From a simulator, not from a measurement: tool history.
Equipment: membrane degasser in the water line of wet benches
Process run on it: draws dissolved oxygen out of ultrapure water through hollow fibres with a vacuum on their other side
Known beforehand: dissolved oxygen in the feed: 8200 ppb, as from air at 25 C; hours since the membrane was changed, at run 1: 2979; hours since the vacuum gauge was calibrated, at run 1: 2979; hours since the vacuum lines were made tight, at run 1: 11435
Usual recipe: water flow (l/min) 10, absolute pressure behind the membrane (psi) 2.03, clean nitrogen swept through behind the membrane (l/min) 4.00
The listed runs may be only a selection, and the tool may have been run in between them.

| run | hour | water flow (l/min) | absolute pressure behind the membrane (psi) | clean nitrogen swept through behind the membrane (l/min) | hours since the membrane was changed | hours since the vacuum gauge was calibrated | hours since the vacuum lines were made tight | dissolved oxygen in the water behind the degasser (ppb) | pressure that the water loses in the fibres (psi) |
|---|---|---|---|---|---|---|---|---|---|
| 1 | 0.0 | 10 | 2.03 | 4.00 | 2979 | 2979 | 11435 | 112.2 | 8.934 |
|  | 130.4 | seals of the vacuum lines changed |
| 2 | 158.6 | 8 | 2.03 | 4.00 | 3135 | 3135 | 28 | 71.5 | 7.207 |
| 3 | 226.6 | 8 | 2.03 | 4.00 | 3203 | 3203 | 96 | 70.4 | 7.175 |
| 4 | 296.7 | 8 | 2.03 | 4.00 | 3273 | 3273 | 166 | 70.9 | 7.210 |
| 5 | 398.1 | 8 | 2.03 | 4.00 | 3375 | 3375 | 268 | 69.8 | 7.211 |
| 6 | 544.3 | 10 | 2.03 | 4.00 | 3521 | 3521 | 414 | 112.0 | 8.985 |
| 7 | 633.4 | 10 | 2.03 | 4.00 | 3610 | 3610 | 503 | 109.7 | 9.007 |
| 8 | 744.9 | 7 | 2.03 | 4.00 | 3722 | 3722 | 615 | 56.2 | 6.292 |
| 9 | 854.7 | 7 | 2.03 | 4.00 | 3831 | 3831 | 724 | 56.7 | 6.266 |
|  | 950.8 | vacuum gauge calibrated |
| 10 | 977.5 | 10 | 2.78 | 4.00 | 3954 | 27 | 847 | 142.2 | 8.998 |
| 11 | 1133.7 | 10 | 2.78 | 4.00 | 4110 | 183 | 1003 | 143.7 | 9.071 |
| 12 | 1281.6 | 10 | 2.78 | 4.00 | 4258 | 331 | 1151 | 140.5 | 9.005 |
| 13 | 1408.8 | 10 | 2.78 | 4.00 | 4385 | 458 | 1278 | 143.8 | 9.029 |
| 14 | 1491.4 | 10 | 2.78 | 4.00 | 4468 | 541 | 1361 | 141.9 | 9.030 |
| 15 | 1593.6 | 10 | 2.78 | 4.00 | 4570 | 643 | 1463 | 141.7 | 9.010 |
| 16 | 1689.7 | 10 | 2.78 | 4.00 | 4666 | 739 | 1559 | 145.6 | 9.016 |
| 17 | 1784.5 | 7 | 2.07 | 4.00 | 4761 | 834 | 1654 | 58.1 | 6.328 |
| 18 | 1927.0 | 6 | 1.25 | 7.84 | 4903 | 976 | 1796 | 14.5 | 5.394 |
| 19 | 2082.4 | 10 | 4.70 | 6.32 | 5058 | 1132 | 1952 | 157.4 | 9.018 |
| 20 | 2171.2 | 7 | 2.03 | 4.00 | 5147 | 1220 | 2040 | 56.9 | 6.325 |
| 21 | 2279.1 | 7 | 2.03 | 4.00 | 5255 | 1328 | 2148 | 55.5 | 6.360 |
| 22 | 2425.3 | 11 | 2.03 | 3.65 | 5401 | 1475 | 2294 | 144.7 | 9.966 |
| 23 | 2573.8 | 11 | 1.49 | 8.36 | 5550 | 1623 | 2443 | 90.3 | 10.012 |
| 24 | 2736.7 | 9 | 2.28 | 4.27 | 5713 | 1786 | 2606 | 96.6 | 8.132 |
| 25 | 2852.6 | 8 | 2.34 | 4.00 | 5829 | 1902 | 2722 | 82.6 | 7.243 |
| 26 | 2922.4 | 8 | 2.36 | 5.98 | 5898 | 1972 | 2792 | 62.2 | 7.226 |
| 27 | 3057.9 | 9 | 3.10 | 4.00 | 6034 | 2107 | 2927 | 131.7 | 8.142 |
| 28 | 3125.6 | 7 | 1.77 | 4.00 | 6102 | 2175 | 2995 | 49.8 | 6.360 |
| 29 | 3231.5 | 7 | 1.77 | 4.00 | 6208 | 2281 | 3101 | 48.8 | 6.414 |
| 30 | 3313.6 | 16 | 2.55 | 4.00 | 6290 | 2363 | 3183 | 352.2 | 14.504 |
| 31 | 3420.8 | 8 | 1.86 | 5.31 | 6397 | 2470 | 3290 | 54.3 | 7.253 |
| 32 | 3524.8 | 7 | 1.31 | 2.03 | 6501 | 2574 | 3394 | 60.3 | 6.341 |

Forecast each of these 4 alternatives for the next run:
| A | 3688.1 | 10 | 1.28 | 4.00 | 6664 | 2737 | 3557 | ? | ? |
| B | 3688.1 | 10 | 5.08 | 9.78 | 6664 | 2737 | 3557 | ? | ? |
| C | 3688.1 | 7 | 1.48 | 7.71 | 6664 | 2737 | 3557 | ? | ? |
| D | 3688.1 | 8 | 1.31 | 6.03 | 6664 | 2737 | 3557 | ? | ? |

| run | dissolved oxygen in the water behind the degasser (ppb) | pressure that the water loses in the fibres (psi) |
|---|---|---|
| A | 83.2 | 9.037 |
| B | 127.5 | 9.062 |
| C | 26.2 | 6.357 |
| D | 37.4 | 7.230 |
Take away the tool's hidden state, keep each run's random variation, and the runs would have read:
| run | dissolved oxygen in the water behind the degasser (ppb) | pressure that the water loses in the fibres (psi) |
|---|---|---|
| A | 75.8 | 8.811 |
| B | 120.2 | 8.834 |
| C | 24.0 | 6.196 |
| D | 34.0 | 7.049 |
